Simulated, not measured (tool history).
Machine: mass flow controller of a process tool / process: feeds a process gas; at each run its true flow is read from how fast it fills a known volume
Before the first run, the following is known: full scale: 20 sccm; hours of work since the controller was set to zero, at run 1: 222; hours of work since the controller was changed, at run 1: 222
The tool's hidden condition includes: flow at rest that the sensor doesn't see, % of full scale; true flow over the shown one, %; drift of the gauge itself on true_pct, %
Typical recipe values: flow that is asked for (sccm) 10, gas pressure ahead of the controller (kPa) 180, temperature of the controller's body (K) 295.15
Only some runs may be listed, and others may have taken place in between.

run	day	flow that is asked for (sccm)	gas pressure ahead of the controller (kPa)	temperature of the controller's body (K)	hours of work since the controller was set to zero	hours of work since the controller was changed	true flow (%)
1	0.000	10	180	295.15	222	222	99.45
2	3.858	10	180	306.15	289	289	99.18
3	7.250	10	180	306.15	348	348	99.04
4	11.121	10	180	306.15	415	415	98.98
5	13.392	8	180	306.15	455	455	98.84
6	16.542	10	180	298.15	509	509	99.36
7	20.771	10	180	298.15	583	583	99.18
8	23.842	10	180	298.15	636	636	99.23
9	27.558	10	191	295.15	701	701	99.09
10	30.025	10	191	295.15	743	743	99.17
11	34.462	10	191	295.15	820	820	99.10
12	37.542	10	191	295.15	874	874	98.95
13	40.850	3	180	295.15	931	931	98.18
14	43.646	10	253	295.15	980	980	98.61
15	46.208	10	180	296.15	1025	1025	98.99
16	49.838	6	185	299.15	1088	1088	98.48
17	54.329	6	185	299.15	1166	1166	98.43
18	59.233	6	213	302.15	1251	1251	97.97
19	61.804	10	182	296.15	1295	1295	98.74
20	65.921	10	182	296.15	1367	1367	98.78
21	70.588	5	182	296.15	1448	1448	98.16
22	73.167	5	182	296.15	1493	1493	98.01
23	78.500	5	182	296.15	1585	1585	97.97
24	83.067	8	176	304.15	1665	1665	98.12
25	86.238	7	277	311.15	1720	1720	97.19
26	91.308	9	179	298.15	1808	1808	98.21
27	95.383	18	260	298.15	1879	1879	98.41
28	99.221	4	162	312.15	1945	1945	97.01

3 ways to go on from here, each from the tool as it stands after run 28. What would each give?
A	103.250	4	235	312.15	2015	2015	?
B	103.250	14	180	302.15	2015	2015	?
C	103.250	10	191	295.15	2015	2015	?

run	true flow (%)
A	96.55
B	98.42
C	98.13
Without the tool's hidden state the same runs would have given:
run	true flow (%)
A	98.70
B	99.71
C	99.56

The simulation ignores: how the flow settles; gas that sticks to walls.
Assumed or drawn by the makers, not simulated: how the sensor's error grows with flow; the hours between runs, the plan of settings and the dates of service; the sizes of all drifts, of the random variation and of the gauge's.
